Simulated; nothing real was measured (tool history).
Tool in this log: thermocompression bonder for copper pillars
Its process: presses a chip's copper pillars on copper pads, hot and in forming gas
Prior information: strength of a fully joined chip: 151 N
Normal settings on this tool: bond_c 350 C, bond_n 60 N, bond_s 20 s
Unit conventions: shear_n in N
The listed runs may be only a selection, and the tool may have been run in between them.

run	hour	bond_c	bond_n	bond_s	shear_n
1	0.0	350	60	20	52.7
2	12.8	350	60	20	53.0
3	39.3	350	60	20	52.1
4	65.8	350	60	20	52.1
5	79.7	350	60	20	51.8
6	96.6	350	60	20	51.5
7	116.0	350	60	20	51.4
8	140.9	350	60	20	51.2
# hour 145.2: forming gas filter changed
9	163.0	350	60	20	57.4
10	177.4	350	60	20	57.3
11	202.0	350	60	20	57.1
12	227.2	350	60	20	56.6
13	238.5	350	73	20	69.9
14	257.4	350	73	20	70.2
15	274.1	320	60	20	39.1
16	289.3	320	60	20	39.1
17	313.7	320	36	20	19.8
18	335.8	320	36	20	19.9
19	350.5	350	60	42	73.5
20	369.3	350	60	42	72.7
21	383.2	350	73	22	71.1
22	395.4	350	73	22	70.7
23	419.0	361	65	33	80.7
24	442.4	350	60	20	55.6
25	461.1	363	88	12	77.1
26	482.1	370	48	23	55.7
27	508.6	370	48	23	56.0
28	523.1	350	50	20	44.2
29	537.8	364	87	30	100.6
30	550.4	349	87	20	78.5
31	574.6	349	87	20	78.1
32	588.9	348	80	20	71.2

Run 33 comes next. What will it give?
33	602.6	374	47	27	?

Run 33 yielded shear_n 58.7 N.
If the tool had no hidden condition, the same run with the same run-to-run variation would have returned shear_n 63.1 N.

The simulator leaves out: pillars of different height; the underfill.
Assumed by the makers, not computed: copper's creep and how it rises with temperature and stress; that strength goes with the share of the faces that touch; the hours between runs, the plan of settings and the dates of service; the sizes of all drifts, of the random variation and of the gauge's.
